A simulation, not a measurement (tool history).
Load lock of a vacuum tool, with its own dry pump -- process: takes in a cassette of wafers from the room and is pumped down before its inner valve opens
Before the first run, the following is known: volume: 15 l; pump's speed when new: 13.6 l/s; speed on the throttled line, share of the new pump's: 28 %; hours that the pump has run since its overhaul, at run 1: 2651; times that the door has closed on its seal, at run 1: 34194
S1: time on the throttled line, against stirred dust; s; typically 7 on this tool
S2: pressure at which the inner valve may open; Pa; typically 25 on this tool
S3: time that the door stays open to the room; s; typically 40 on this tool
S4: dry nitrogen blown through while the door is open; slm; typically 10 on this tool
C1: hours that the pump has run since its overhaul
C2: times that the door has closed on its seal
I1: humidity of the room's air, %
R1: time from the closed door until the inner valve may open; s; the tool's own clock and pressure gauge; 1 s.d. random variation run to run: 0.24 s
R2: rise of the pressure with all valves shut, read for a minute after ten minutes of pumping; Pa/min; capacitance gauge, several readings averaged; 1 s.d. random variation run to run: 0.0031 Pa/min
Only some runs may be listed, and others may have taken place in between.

run     day  S1  S2  S3  S4    C1     C2    I1    R1     R2
  1       0   7  25  40  10  2651  34194  45.7  14.8  0.196
  2   3.146   7  25  40  10  2726  34427  42.8  14.4  0.194
  3   5.467   7  23  40  10  2782  34599  46.8    14  0.194
      8.117  -- door's seal changed, seat wiped
  4   9.288   7  23  40  10  2872     87  43.1  14.4  0.047
  5   13.45   7  23  40  10  2972    396    47  14.7  0.055
  6  17.629   7  25  46  31  3072    706  47.2  14.6   0.04
  7  20.358   5  26  40   5  3138    908    42  12.9  0.065
  8  23.412   4  26  40   6  3211   1135  44.1  12.4  0.066
  9  25.521   4  26  40   6  3262   1291  45.6  12.1  0.067
 10  28.675   4  45  40   6  3338   1525  43.2  12.1  0.064

Branching from run 10: 4 alternative next runs. What would each branch give?
  A  33.429   7  44  193  10  3452  1878  45.1   ?   ?
  B  33.429  11  25  102  36  3452  1878  46.9   ?   ?
  C  33.429   7  25   40   8  3452  1878  42.9   ?   ?
  D  33.429  12  45   48   6  3452  1878  41.3   ?   ?

run    R1     R2
  A  13.8  0.142
  B  17.3   0.05
  C  14.7  0.052
  D  17.4  0.065
Stripped of hidden state, with their random variation kept, the same runs would have yielded:
run    R1     R2
  A  13.5   0.14
  B  17.1  0.048
  C  14.4   0.05
  D  17.2  0.062
